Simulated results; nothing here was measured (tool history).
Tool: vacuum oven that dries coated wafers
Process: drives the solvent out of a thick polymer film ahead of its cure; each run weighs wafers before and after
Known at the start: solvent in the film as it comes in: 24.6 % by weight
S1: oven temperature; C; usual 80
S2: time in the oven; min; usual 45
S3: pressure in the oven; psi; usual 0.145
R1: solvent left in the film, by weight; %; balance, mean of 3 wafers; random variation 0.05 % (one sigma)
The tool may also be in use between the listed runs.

run,hour,S1,S2,S3,R1
1,0,80,45,0.145,1.27
2,37.2,80,45,0.084,1.09
3,74.4,80,45,0.084,1.1
4,112.7,80,45,0.084,1.06
5,138,80,45,0.145,1.25
6,163.5,80,45,0.145,1.2
7,209,80,45,0.181,1.38
8,252.6,71,33,0.175,6.94
9,291,71,33,0.175,6.82
10,328.3,71,33,0.175,7.04
11,357.1,80,71,0.145,0.53
12,381.7,71,45,0.145,4.64
13,412.1,71,54,0.4,4.44
14,454.5,70,43,0.511,6.65

4 ways to go on from here, each from the tool as it stands after run 14. What would each give?
A,488,70,43,0.542,?
B,488,67,46,0.464,?
C,488,80,59,0.212,?
D,488,86,43,0.511,?

run,R1
A,6.61
B,7.72
C,0.89
D,1.33
Without the tool's hidden state the same runs would have given:
run,R1
A,6.02
B,7.1
C,0.71
D,1.19
